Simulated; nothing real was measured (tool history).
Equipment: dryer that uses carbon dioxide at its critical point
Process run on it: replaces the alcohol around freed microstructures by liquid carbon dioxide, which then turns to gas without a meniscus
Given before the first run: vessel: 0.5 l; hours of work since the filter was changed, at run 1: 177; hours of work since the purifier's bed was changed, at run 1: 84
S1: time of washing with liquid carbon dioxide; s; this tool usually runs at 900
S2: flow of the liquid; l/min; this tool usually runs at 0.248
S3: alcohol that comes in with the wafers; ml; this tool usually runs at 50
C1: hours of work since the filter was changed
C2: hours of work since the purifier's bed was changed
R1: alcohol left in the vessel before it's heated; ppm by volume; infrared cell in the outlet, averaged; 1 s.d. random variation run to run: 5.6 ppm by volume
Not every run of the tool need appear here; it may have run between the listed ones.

run	hour	S1	S2	S3	C1	C2	R1
1	0.0	900	0.248	50	177	84	261
2	8.4	900	0.248	50	181	88	277
3	15.7	900	0.248	50	185	92	267
4	20.7	900	0.248	50	188	95	268
5	28.9	900	0.248	50	192	99	279
6	36.6	900	0.248	50	196	103	270
7	45.1	900	0.248	65	201	108	358
8	51.0	900	0.248	65	204	111	374
9	56.3	900	0.248	65	206	114	373
10	61.7	900	0.248	111	209	117	633
11	70.3	900	0.168	50	214	121	2051
12	79.0	900	0.168	50	219	126	2163
13	84.4	900	0.168	50	221	129	2126
14	93.1	900	0.354	69	226	133	43
15	103.1	900	0.354	69	231	139	45
16	111.4	1320	0.354	23	236	143	6
17	116.2	1440	0.248	51	238	146	27
18	123.6	900	0.216	114	242	149	1563
19	131.0	1080	0.216	90	246	153	475
20	140.6	1080	0.216	90	251	158	473
21	145.2	840	0.181	77	254	161	3432

Selected run-to-run steps in R1, each split into two signed amounts: the part the tool would show with no hidden state at all (from settings, incoming material and random variation), and the remainder, which goes to the hidden state together with any gauge scatter not common to the measured and the hidden-state-free results:
What the log doesn't record here: flow that reaches the vessel past the clogged filter, %; alcohol in the recycled carbon dioxide, ppm; drift of the gauge itself on alcohol_ppm, %.
Run 13 -> 14: S2 0.168 -> 0.354, S3 50 -> 69. R1 -2083 ppm by volume: hidden state -672, all else -1411.
Run 20 -> 21: S1 1080 -> 840, S2 0.216 -> 0.181, S3 90 -> 77. R1 +2959 ppm by volume: hidden state +1019, all else +1940.
